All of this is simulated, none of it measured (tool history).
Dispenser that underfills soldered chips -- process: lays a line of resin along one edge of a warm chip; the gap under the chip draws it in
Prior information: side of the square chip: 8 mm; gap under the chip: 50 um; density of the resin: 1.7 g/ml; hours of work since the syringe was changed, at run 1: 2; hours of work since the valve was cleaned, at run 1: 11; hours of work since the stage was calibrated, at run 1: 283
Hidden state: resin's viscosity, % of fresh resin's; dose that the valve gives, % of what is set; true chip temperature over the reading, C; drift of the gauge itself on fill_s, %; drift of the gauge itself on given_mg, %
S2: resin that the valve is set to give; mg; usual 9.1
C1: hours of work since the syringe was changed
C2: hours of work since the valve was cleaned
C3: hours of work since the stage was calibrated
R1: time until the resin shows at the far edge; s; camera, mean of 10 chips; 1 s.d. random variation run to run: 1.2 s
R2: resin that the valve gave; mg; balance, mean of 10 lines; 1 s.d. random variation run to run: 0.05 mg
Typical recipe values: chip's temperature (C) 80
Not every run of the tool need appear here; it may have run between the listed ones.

Run 1, hour 0: usual settings; C1 2; C2 11; C3 283. Result: R1 145.5 s, R2 9.05 mg.
Run 2, hour 6.5: usual settings; C1 7; C2 15; C3 288. Result: R1 200.5 s, R2 8.95 mg.
At hour 7.7: new syringe of resin.
At hour 18.4: new syringe of resin.
Run 3, hour 19: usual settings; C1 0; C2 23; C3 296. Result: R1 131.1 s, R2 8.85 mg.
At hour 29.7: new syringe of resin.
Run 4, hour 30.1: usual settings but chip's temperature (C) 70; C1 0; C2 30; C3 303. Result: R1 222 s, R2 8.87 mg.
At hour 41.1: new syringe of resin.
Run 5, hour 41.5: usual settings but chip's temperature (C) 70; C1 0; C2 37; C3 310. Result: R1 212.6 s, R2 8.69 mg.
At hour 51.5: new syringe of resin.
Run 6, hour 54: usual settings but chip's temperature (C) 70; C1 2; C2 46; C3 318. Result: R1 240.6 s, R2 8.75 mg.
At hour 61.9: new syringe of resin.
Run 7, hour 63.6: usual settings but chip's temperature (C) 70; C1 1; C2 52; C3 324. Result: R1 238.3 s, R2 8.76 mg.

Run 8 has not been measured yet. What should we expect?
At hour 72.6: new syringe of resin.
Run 8, hour 72.6: usual settings but chip's temperature (C) 91; C1 0; C2 58; C3 330. Result: R1 ?, R2 ?.

{"run 8": {"R1": 75.3, "R2": 8.52}}
Had the tool carried no hidden state, the very same run would have given R1 69.2 s, R2 8.99 mg.
